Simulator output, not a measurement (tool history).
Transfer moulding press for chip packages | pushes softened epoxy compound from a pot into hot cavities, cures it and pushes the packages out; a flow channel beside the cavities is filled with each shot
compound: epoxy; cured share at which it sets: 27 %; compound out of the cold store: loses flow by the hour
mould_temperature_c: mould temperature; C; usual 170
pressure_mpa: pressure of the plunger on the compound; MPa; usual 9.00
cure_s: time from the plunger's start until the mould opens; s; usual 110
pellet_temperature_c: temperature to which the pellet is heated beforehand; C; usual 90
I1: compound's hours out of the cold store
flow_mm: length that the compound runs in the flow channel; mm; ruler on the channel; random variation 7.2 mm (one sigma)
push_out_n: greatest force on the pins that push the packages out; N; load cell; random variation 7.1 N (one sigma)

Run 1, day 0.000: usual settings; I1 25.9. Result: flow_mm 766 mm, push_out_n 504 N.
At day 0.896: cavities cleaned with cleaning compound and waxed.
Run 2, day 1.088: usual settings; I1 12.6. Result: flow_mm 843 mm, push_out_n 336 N.
Run 3, day 2.171: usual settings; I1 42.4. Result: flow_mm 692 mm, push_out_n 397 N.
Run 4, day 2.642: usual settings; I1 18.3. Result: flow_mm 812 mm, push_out_n 458 N.
Run 5, day 3.625: usual settings; I1 29.6. Result: flow_mm 749 mm, push_out_n 463 N.
Run 6, day 4.096: usual settings; I1 33.3. Result: flow_mm 722 mm, push_out_n 495 N.
At day 4.758: cavities cleaned with cleaning compound and waxed.
Run 7, day 5.204: usual settings; I1 15.4. Result: flow_mm 821 mm, push_out_n 358 N.
Run 8, day 5.738: usual settings; I1 19.6. Result: flow_mm 801 mm, push_out_n 411 N.
Run 9, day 6.642: usual settings but pellet_temperature_c 88 C; I1 45.1. Result: flow_mm 672 mm, push_out_n 433 N.
Run 10, day 7.754: usual settings but pellet_temperature_c 88 C; I1 22.0. Result: flow_mm 785 mm, push_out_n 496 N.
Run 11, day 8.212: usual settings but pellet_temperature_c 88 C; I1 32.3. Result: flow_mm 730 mm, push_out_n 490 N.
At day 8.612: cavities cleaned with cleaning compound and waxed.
Run 12, day 9.308: usual settings but pellet_temperature_c 88 C; I1 39.5. Result: flow_mm 693 mm, push_out_n 370 N.
Run 13, day 9.904: usual settings but mould_temperature_c 163 C, pellet_temperature_c 88 C; I1 16.1. Result: flow_mm 860 mm, push_out_n 720 N.
Run 14, day 10.646: usual settings but mould_temperature_c 163 C, pellet_temperature_c 88 C; I1 8.4. Result: flow_mm 892 mm, push_out_n 800 N.
At day 11.529: plunger's sealing rings changed.
Run 15, day 11.771: usual settings but mould_temperature_c 164 C, cure_s 116 s, pellet_temperature_c 88 C; I1 20.0. Result: flow_mm 896 mm, push_out_n 693 N.
Run 16, day 12.292: usual settings but mould_temperature_c 164 C, cure_s 116 s, pellet_temperature_c 88 C; I1 21.4. Result: flow_mm 887 mm, push_out_n 683 N.
At day 12.567: cavities cleaned with cleaning compound and waxed.
Run 17, day 13.367: usual settings but mould_temperature_c 169 C, pressure_mpa 7.74 MPa; I1 39.2. Result: flow_mm 692 mm, push_out_n 396 N.
At day 13.533: mould's thermocouples calibrated.
Run 18, day 14.350: usual settings but mould_temperature_c 169 C, pressure_mpa 7.74 MPa; I1 37.5. Result: flow_mm 703 mm, push_out_n 453 N.
Run 19, day 15.325: usual settings but mould_temperature_c 169 C, pressure_mpa 8.62 MPa, cure_s 137 s; I1 40.9. Result: flow_mm 722 mm, push_out_n 442 N.
Run 20, day 16.092: usual settings but mould_temperature_c 173 C, pellet_temperature_c 97 C; I1 20.7. Result: flow_mm 833 mm, push_out_n 462 N.
At day 16.508: cavities cleaned with cleaning compound and waxed.
Run 21, day 16.812: usual settings but mould_temperature_c 173 C, pellet_temperature_c 97 C; I1 47.7. Result: flow_mm 689 mm, push_out_n 298 N.
Run 22, day 17.721: usual settings but mould_temperature_c 173 C, pressure_mpa 7.44 MPa; I1 22.2. Result: flow_mm 751 mm, push_out_n 366 N.
Run 23, day 18.754: usual settings but mould_temperature_c 173 C, pressure_mpa 7.44 MPa; I1 39.4. Result: flow_mm 663 mm, push_out_n 416 N.
Run 24, day 19.842: usual settings but mould_temperature_c 168 C, pressure_mpa 7.44 MPa, cure_s 91 s; I1 13.1. Result: flow_mm 830 mm, push_out_n 866 N.
At day 20.400: mould's thermocouples calibrated, once more.
At day 20.462: cavities cleaned with cleaning compound and waxed.
Run 25, day 20.904: usual settings but mould_temperature_c 165 C, pressure_mpa 7.31 MPa, cure_s 93 s, pellet_temperature_c 80 C; I1 35.1. Result: flow_mm 707 mm, push_out_n 615 N.
Run 26, day 21.558: usual settings but mould_temperature_c 165 C, pressure_mpa 7.31 MPa, cure_s 93 s, pellet_temperature_c 80 C; I1 30.7. Result: flow_mm 716 mm, push_out_n 727 N.
Run 27, day 22.225: usual settings but mould_temperature_c 176 C, cure_s 118 s; I1 42.7. Result: flow_mm 697 mm, push_out_n 369 N.
Run 28, day 23.196: usual settings but mould_temperature_c 176 C, cure_s 118 s; I1 28.0. Result: flow_mm 764 mm, push_out_n 383 N.

Measured less the same run without the tool's hidden state. The same run-to-run variation is in both; the gauge's scatter may not be:
The hidden state here: true mould temperature over the reading, C; pressure that reaches the compound, % of what is set; grip of the stained cavities, % over clean ones'; drift of the gauge itself on flow_mm, %; drift of the gauge itself on push_out_n, %.
run  flow_mm  push_out_n
  1      -47        +205
  2      -54         +35
  3      -46        +119
  4      -55        +155
  5      -53        +184
  6      -52        +204
  7      -63         +62
  8      -62        +107
  9      -54        +154
 10      -66        +202
 11      -62        +207
 12      -62         +77
 13      -79        +224
 14      -84        +302
 15       +2        +293
 16       +1        +302
 17       -1         +95
 18       -3        +156
 19       -5        +168
 20       -7        +196
 21       -8         +35
 22      -10        +107
 23      -11        +154
 24      -15        +390
 25      -19         +93
 26      -20        +187
 27      -21        +119
 28      -26        +147
